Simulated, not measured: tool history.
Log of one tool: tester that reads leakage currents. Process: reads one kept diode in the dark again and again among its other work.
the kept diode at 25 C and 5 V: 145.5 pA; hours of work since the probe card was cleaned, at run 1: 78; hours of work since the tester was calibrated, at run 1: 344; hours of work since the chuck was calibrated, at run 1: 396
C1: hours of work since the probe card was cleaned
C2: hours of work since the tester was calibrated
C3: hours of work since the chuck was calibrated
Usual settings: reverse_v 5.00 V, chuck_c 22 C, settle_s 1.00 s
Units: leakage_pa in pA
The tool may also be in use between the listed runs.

Run 1, day 0.000: usual settings; C1 78; C2 344; C3 396. Result: leakage_pa 120.47 pA.
Run 2, day 2.546: usual settings but settle_s 8.80 s; C1 114; C2 380; C3 432. Result: leakage_pa 119.74 pA.
Run 3, day 4.883: usual settings but chuck_c 25 C; C1 147; C2 413; C3 465. Result: leakage_pa 153.32 pA.
Run 4, day 7.292: usual settings but chuck_c 25 C; C1 182; C2 448; C3 499. Result: leakage_pa 153.18 pA.
Run 5, day 8.938: usual settings but reverse_v 11.23 V, chuck_c 25 C; C1 205; C2 471; C3 523. Result: leakage_pa 240.92 pA.
Run 6, day 11.258: usual settings but reverse_v 11.23 V, chuck_c 25 C; C1 238; C2 504; C3 556. Result: leakage_pa 243.50 pA.
Run 7, day 13.404: usual settings but reverse_v 11.23 V, chuck_c 25 C; C1 268; C2 534; C3 586. Result: leakage_pa 243.79 pA.
Run 8, day 16.275: usual settings; C1 309; C2 575; C3 627. Result: leakage_pa 124.23 pA.
Run 9, day 19.008: usual settings but settle_s 0.82 s; C1 348; C2 614; C3 666. Result: leakage_pa 125.52 pA.
Run 10, day 20.538: usual settings; C1 370; C2 636; C3 687. Result: leakage_pa 125.27 pA.
Run 11, day 23.625: usual settings; C1 414; C2 680; C3 731. Result: leakage_pa 126.20 pA.
Run 12, day 26.012: usual settings; C1 447; C2 714; C3 765. Result: leakage_pa 126.98 pA.
Run 13, day 27.988: usual settings; C1 476; C2 742; C3 793. Result: leakage_pa 126.78 pA.
Run 14, day 29.338: usual settings; C1 495; C2 761; C3 812. Result: leakage_pa 127.32 pA.
Run 15, day 30.842: usual settings; C1 516; C2 782; C3 834. Result: leakage_pa 128.23 pA.
Run 16, day 33.504: usual settings; C1 554; C2 820; C3 872. Result: leakage_pa 129.61 pA.
Run 17, day 35.217: usual settings; C1 578; C2 844; C3 896. Result: leakage_pa 129.07 pA.
Run 18, day 36.700: usual settings but settle_s 0.39 s; C1 599; C2 865; C3 917. Result: leakage_pa 131.93 pA.
Run 19, day 39.096: usual settings but settle_s 0.39 s; C1 633; C2 899; C3 951. Result: leakage_pa 132.17 pA.
At day 39.388: chuck's temperature calibrated.
Run 20, day 40.746: usual settings; C1 656; C2 922; C3 19. Result: leakage_pa 135.13 pA.
Run 21, day 43.546: usual settings; C1 695; C2 961; C3 59. Result: leakage_pa 136.01 pA.
Run 22, day 45.942: usual settings; C1 729; C2 995; C3 93. Result: leakage_pa 136.54 pA.
Run 23, day 47.746: usual settings but settle_s 4.45 s; C1 755; C2 1021; C3 119. Result: leakage_pa 136.04 pA.
At day 48.454: chuck's temperature calibrated, once more.
Run 24, day 50.067: usual settings but reverse_v 8.46 V, chuck_c 34 C, settle_s 1.20 s; C1 787; C2 1053; C3 23. Result: leakage_pa 390.93 pA.
Run 25, day 51.583: usual settings but reverse_v 8.46 V, chuck_c 34 C, settle_s 1.20 s; C1 808; C2 1074; C3 44. Result: leakage_pa 392.56 pA.
Run 26, day 52.846: usual settings but reverse_v 8.46 V, chuck_c 34 C, settle_s 1.20 s; C1 826; C2 1092; C3 62. Result: leakage_pa 393.72 pA.
Run 27, day 54.317: usual settings but reverse_v 8.46 V, chuck_c 34 C, settle_s 1.20 s; C1 847; C2 1113; C3 83. Result: leakage_pa 392.78 pA.
Run 28, day 56.450: usual settings but reverse_v 1.08 V, chuck_c 53 C, settle_s 0.94 s; C1 878; C2 1144; C3 114. Result: leakage_pa 467.30 pA.
Run 29, day 57.842: usual settings but chuck_c 43 C, settle_s 0.92 s; C1 897; C2 1163; C3 133. Result: leakage_pa 554.63 pA.

The next listed run, before its measurement:
Run 30, day 60.592: usual settings but chuck_c 43 C, settle_s 0.92 s; C1 936; C2 1202; C3 172. Result: leakage_pa ?.

{"run 30": {"leakage_pa": 556.28}}
Without the tool's hidden state the same run would have given leakage_pa 551.56 pA.
